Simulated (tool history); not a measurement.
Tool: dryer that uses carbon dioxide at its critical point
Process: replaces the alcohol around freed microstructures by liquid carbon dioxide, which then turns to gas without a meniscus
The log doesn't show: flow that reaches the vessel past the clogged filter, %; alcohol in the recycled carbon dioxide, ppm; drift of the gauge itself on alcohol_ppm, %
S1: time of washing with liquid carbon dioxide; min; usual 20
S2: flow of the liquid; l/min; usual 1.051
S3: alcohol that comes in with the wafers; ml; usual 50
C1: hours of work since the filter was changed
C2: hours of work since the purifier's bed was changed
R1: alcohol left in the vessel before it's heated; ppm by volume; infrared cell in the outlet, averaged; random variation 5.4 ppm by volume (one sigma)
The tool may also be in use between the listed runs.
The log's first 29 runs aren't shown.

run 30 day=13.483 | S1=20 S2=1.640 S3=20 | C1=138 C2=288 | R1=28
run 31 day=13.954 | S1=26 S2=1.190 S3=56 | C1=146 C2=296 | R1=59
run 32 day=14.217 | S1=30 S2=0.650 S3=95 | C1=150 C2=300 | R1=582
run 33 day=14.571 | S1=30 S2=1.290 S3=60 | C1=155 C2=306 | R1=35
run 34 day=15.008 | S1=14 S2=0.690 S3=48 | C1=162 C2=313 | R1=1881
run 35 day=15.296 | S1=14 S2=0.670 S3=50 | C1=167 C2=317 | R1=2087
run 36 day=15.662 | S1=14 S2=0.670 S3=50 | C1=173 C2=323 | R1=2071
run 37 day=16.133 | S1=15 S2=0.730 S3=64 | C1=180 C2=331 | R1=2017
run 38 day=16.412 | S1=15 S2=0.730 S3=64 | C1=185 C2=335 | R1=2012
run 39 day=16.696 | S1=15 S2=0.730 S3=64 | C1=189 C2=340 | R1=2041
-- day=16.829 inlet filter changed
run 40 day=17.042 | S1=22 S2=1.710 S3=22 | C1=3 C2=345 | R1=35
run 41 day=17.675 | S1=22 S2=1.710 S3=22 | C1=13 C2=355 | R1=30
run 42 day=18.000 | S1=19 S2=1.050 S3=33 | C1=19 C2=360 | R1=139
run 43 day=18.438 | S1=26 S2=1.530 S3=53 | C1=26 C2=367 | R1=40

3 ways to go on from here, each from the tool as it stands after run 43. What would each give?
run A day=18.817 | S1=26 S2=0.760 S3=23 | C1=32 C2=373 | R1=?
run B day=18.817 | S1=22 S2=1.410 S3=22 | C1=32 C2=373 | R1=?
run C day=18.817 | S1=27 S2=1.051 S3=50 | C1=32 C2=373 | R1=?

run=A R1=122
run=B R1=45
run=C R1=61
Without the tool's hidden state the same runs would have given:
run=A R1=86
run=B R1=17
run=C R1=29
